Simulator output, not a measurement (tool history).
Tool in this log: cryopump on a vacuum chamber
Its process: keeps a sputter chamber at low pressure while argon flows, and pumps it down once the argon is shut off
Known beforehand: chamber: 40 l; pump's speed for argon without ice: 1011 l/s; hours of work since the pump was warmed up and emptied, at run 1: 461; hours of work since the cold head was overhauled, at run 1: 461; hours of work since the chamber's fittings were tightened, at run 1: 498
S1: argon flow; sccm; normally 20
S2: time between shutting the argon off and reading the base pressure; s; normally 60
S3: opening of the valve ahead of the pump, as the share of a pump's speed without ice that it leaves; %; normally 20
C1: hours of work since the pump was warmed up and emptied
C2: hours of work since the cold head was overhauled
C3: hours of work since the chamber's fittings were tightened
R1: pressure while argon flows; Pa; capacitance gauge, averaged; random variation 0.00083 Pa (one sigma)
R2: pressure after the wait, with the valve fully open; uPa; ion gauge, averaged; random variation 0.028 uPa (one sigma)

run 1 day=0 | S1=20 S2=60 S3=20 | C1=461 C2=461 C3=498 | R1=0.17 R2=2.18
run 2 day=1.388 | S1=20 S2=46 S3=20 | C1=483 C2=483 C3=521 | R1=0.1689 R2=2.57
run 3 day=2.912 | S1=20 S2=32 S3=20 | C1=508 C2=508 C3=546 | R1=0.1702 R2=3.16
run 4 day=4.25 | S1=20 S2=32 S3=20 | C1=530 C2=530 C3=568 | R1=0.1713 R2=3.25
run 5 day=5.833 | S1=9 S2=60 S3=20 | C1=556 C2=556 C3=594 | R1=0.0767 R2=2.33
run 6 day=7.792 | S1=9 S2=60 S3=20 | C1=588 C2=588 C3=626 | R1=0.077 R2=2.42
run 7 day=8.95 | S1=20 S2=60 S3=20 | C1=607 C2=607 C3=645 | R1=0.1706 R2=2.44
run 8 day=10.738 | S1=20 S2=277 S3=20 | C1=636 C2=636 C3=674 | R1=0.1725 R2=1.73
run 9 day=11.708 | S1=20 S2=277 S3=20 | C1=652 C2=652 C3=690 | R1=0.1718 R2=1.75
run 10 day=13.146 | S1=20 S2=277 S3=20 | C1=676 C2=676 C3=713 | R1=0.1705 R2=1.83
run 11 day=14.229 | S1=20 S2=277 S3=20 | C1=694 C2=694 C3=731 | R1=0.1723 R2=1.83
run 12 day=16.188 | S1=20 S2=277 S3=20 | C1=726 C2=726 C3=763 | R1=0.1735 R2=1.95
run 13 day=17.079 | S1=20 S2=277 S3=20 | C1=740 C2=740 C3=778 | R1=0.172 R2=1.94
run 14 day=18.754 | S1=20 S2=60 S3=20 | C1=768 C2=768 C3=805 | R1=0.1713 R2=2.74
run 15 day=20.1 | S1=20 S2=60 S3=27 | C1=790 C2=790 C3=827 | R1=0.1287 R2=2.86
run 16 day=21.683 | S1=20 S2=153 S3=27 | C1=816 C2=816 C3=853 | R1=0.1289 R2=2.31
run 17 day=23.721 | S1=20 S2=60 S3=41 | C1=849 C2=849 C3=886 | R1=0.0876 R2=3.01
run 18 day=25.275 | S1=20 S2=242 S3=41 | C1=874 C2=874 C3=912 | R1=0.0879 R2=2.28
-- day=26.35 pump warmed up, emptied and cooled again
run 19 day=27.658 | S1=20 S2=242 S3=41 | C1=21 C2=910 C3=948 | R1=0.0826 R2=2.08
run 20 day=28.908 | S1=12 S2=33 S3=41 | C1=42 C2=930 C3=968 | R1=0.0489 R2=3.68
run 21 day=30.167 | S1=15 S2=51 S3=23 | C1=62 C2=951 C3=989 | R1=0.1115 R2=3

Forecast run 22:
run 22 day=31.721 | S1=12 S2=175 S3=45 | C1=88 C2=976 C3=1014 | R1=? R2=?

R1: 0.0449 Pa
R2: 2.27 uPa
With no hidden state in the tool, this same run would have given R1 0.0442 Pa, R2 0.64 uPa.
